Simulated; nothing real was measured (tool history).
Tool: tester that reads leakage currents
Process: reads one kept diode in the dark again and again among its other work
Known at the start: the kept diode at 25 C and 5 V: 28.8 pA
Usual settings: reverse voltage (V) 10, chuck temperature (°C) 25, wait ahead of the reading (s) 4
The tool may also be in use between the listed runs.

| run | hour | reverse voltage (V) | chuck temperature (°C) | wait ahead of the reading (s) | current that the tester gives (pA) |
|---|---|---|---|---|---|
| 1 | 0 | 10 | 25 | 4 | 58.03 |
| 2 | 46 | 10 | 38 | 4 | 146.19 |
|  | 110.4 | chuck's temperature calibrated |
| 3 | 110.9 | 10 | 38 | 8.6 | 129.25 |
| 4 | 155.5 | 10 | 25 | 4 | 52.55 |
| 5 | 211.8 | 10 | 25 | 4 | 52.65 |
| 6 | 268.7 | 10 | 25 | 4 | 53.19 |
| 7 | 298.8 | 10 | 25 | 4 | 53.08 |
| 8 | 326.1 | 10 | 25 | 4 | 53.33 |
| 9 | 353.6 | 10 | 25 | 4 | 53.68 |
| 10 | 415.9 | 10 | 25 | 4 | 53.64 |
| 11 | 451.6 | 10 | 25 | 4 | 53.91 |
| 12 | 510.6 | 10 | 25 | 4 | 54.27 |
| 13 | 545.3 | 10 | 25 | 4 | 54.52 |
| 14 | 589 | 10 | 25 | 4 | 54.33 |
| 15 | 651.2 | 10 | 25 | 4 | 54.81 |
| 16 | 696.4 | 10 | 25 | 4 | 55.01 |
| 17 | 729.9 | 10 | 25 | 4 | 54.94 |
| 18 | 765 | 6.8 | 25 | 4 | 43.9 |
| 19 | 796.3 | 10 | 25 | 3.48 | 55.44 |
|  | 828.1 | probe card cleaned and baked |
| 20 | 849.2 | 10 | 25 | 5.11 | 40.94 |
| 21 | 894.2 | 2.2 | 48 | 8.88 | 131.19 |
| 22 | 957.2 | 5.4 | 34 | 4 | 66.3 |
| 23 | 1005.8 | 2.2 | 41 | 0.55 | 77.2 |
| 24 | 1065.8 | 2.2 | 41 | 0.55 | 76.85 |
| 25 | 1109.2 | 2.2 | 41 | 0.55 | 77.98 |
| 26 | 1167.6 | 2.2 | 41 | 0.55 | 77.64 |
|  | 1173.7 | tester calibrated |
| 27 | 1212.4 | 2.2 | 41 | 0.55 | 77.91 |
| 28 | 1264.3 | 6 | 25 | 0.74 | 34.46 |
| 29 | 1318.5 | 5.6 | 22 | 4 | 25.4 |
| 30 | 1369.4 | 10 | 34 | 1.99 | 90.28 |
| 31 | 1423.2 | 1.7 | 40 | 6.75 | 64.41 |
| 32 | 1452.9 | 1.2 | 25 | 2.55 | 16.03 |
| 33 | 1485.4 | 1.2 | 25 | 2.55 | 16.13 |
| 34 | 1525.5 | 3 | 25 | 4 | 24.7 |
|  | 1551.3 | tester calibrated, once more |
| 35 | 1590.5 | 6.2 | 33 | 0.86 | 67.74 |
| 36 | 1623.5 | 10 | 25 | 5.63 | 44.21 |
| 37 | 1663.6 | 10 | 25 | 5.63 | 44.38 |
| 38 | 1691 | 4.9 | 49 | 4 | 206.7 |
| 39 | 1750.1 | 4.9 | 49 | 4 | 206.98 |

Forecast each of these 4 alternatives for the next run:
| A | 1781.7 | 10 | 34 | 1.08 | ? |
| B | 1781.7 | 1.8 | 41 | 8.75 | ? |
| C | 1781.7 | 2.2 | 48 | 4.39 | ? |
| D | 1781.7 | 1.1 | 26 | 3.46 | ? |

| run | current that the tester gives (pA) |
|---|---|
| A | 93.07 |
| B | 71.9 |
| C | 134.95 |
| D | 17.22 |
Without the tool's hidden state the same runs would have given:
| run | current that the tester gives (pA) |
|---|---|
| A | 85.78 |
| B | 67.9 |
| C | 128.01 |
| D | 16.02 |
